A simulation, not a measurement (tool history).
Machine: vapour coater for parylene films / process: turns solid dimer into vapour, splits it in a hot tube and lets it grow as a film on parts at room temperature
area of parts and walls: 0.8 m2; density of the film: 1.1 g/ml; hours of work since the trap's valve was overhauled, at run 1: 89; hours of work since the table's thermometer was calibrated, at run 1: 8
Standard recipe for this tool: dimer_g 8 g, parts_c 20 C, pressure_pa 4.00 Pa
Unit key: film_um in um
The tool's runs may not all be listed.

run	hour	dimer_g	parts_c	pressure_pa	hours of work since the trap's valve was overhauled	hours of work since the table's thermometer was calibrated	film_um
1	0.0	8	20	4.00	89	8	5.73
2	7.6	8	20	4.00	92	11	5.76
3	21.4	5	20	4.00	99	18	3.59
4	36.7	5	20	4.00	106	25	3.58
5	47.5	8	20	4.00	111	30	5.72
6	60.9	8	20	3.03	117	36	6.04
7	68.0	8	20	3.03	120	39	6.06
8	82.6	8	20	4.00	127	46	5.66
9	98.9	8	20	4.00	135	54	5.67
10	112.8	8	20	4.00	141	60	5.73
11	128.0	8	20	4.00	148	67	5.71
12	137.9	8	20	4.00	153	72	5.68
13	145.8	8	20	3.89	156	75	5.69
14	159.7	8	20	3.89	163	82	5.75
15	172.9	8	20	4.00	169	88	5.67
16	184.1	8	20	4.00	174	93	5.67
17	192.9	8	20	4.00	178	97	5.66
18	204.0	8	20	4.00	183	102	5.67
19	212.6	8	20	4.00	187	106	5.69
20	222.0	8	20	4.00	192	111	5.71
21	234.4	8	20	4.00	197	116	5.64
22	241.6	8	20	4.00	201	120	5.67
23	252.4	8	20	4.16	206	125	5.65
24	266.8	8	23	5.67	212	131	4.80
25	276.7	7	28	4.00	217	136	3.81
26	292.8	5	21	2.97	224	143	3.60
27	300.1	9	17	3.20	228	147	7.24
28	316.0	9	17	3.20	235	154	7.28
29	325.6	4	28	2.64	239	159	2.32
30	337.2	4	28	11.09	245	164	1.80
31	346.7	8	14	4.00	249	168	6.84
32	359.0	7	29	8.97	255	174	3.20
33	370.1	7	29	8.97	260	179	3.16
34	377.6	7	14	8.97	264	183	5.18
35	392.2	7	14	8.97	270	189	5.16
36	399.7	7	14	8.97	274	193	5.15
37	414.3	7	14	8.97	281	200	5.13
38	430.2	7	20	2.52	288	207	5.30
39	445.3	7	20	2.52	295	214	5.34
40	459.4	7	20	2.52	301	220	5.34
41	466.4	7	20	2.52	305	224	5.29
42	480.2	7	18	2.52	311	230	5.72
43	488.4	4	19	4.00	315	234	2.90
44	502.2	4	31	7.70	321	240	1.70
45	511.8	6	27	4.07	326	245	3.31

Per-run results on a tool with no hidden state, each run keeping its own random variation:
Hidden conditions of the tool in this case: vapour lost through the trap's worn valve, %; true temperature of the parts over the reading, C; drift of the gauge itself on film_um, %.
run	film_um
1	5.80
2	5.83
3	3.64
4	3.63
5	5.80
6	6.13
7	6.15
8	5.75
9	5.77
10	5.83
11	5.82
12	5.79
13	5.81
14	5.87
15	5.79
16	5.79
17	5.79
18	5.81
19	5.83
20	5.85
21	5.79
22	5.81
23	5.80
24	4.93
25	3.92
26	3.71
27	7.46
28	7.50
29	2.39
30	1.86
31	7.06
32	3.30
33	3.26
34	5.36
35	5.34
36	5.33
37	5.31
38	5.49
39	5.54
40	5.55
41	5.50
42	5.95
43	3.01
44	1.78
45	3.45
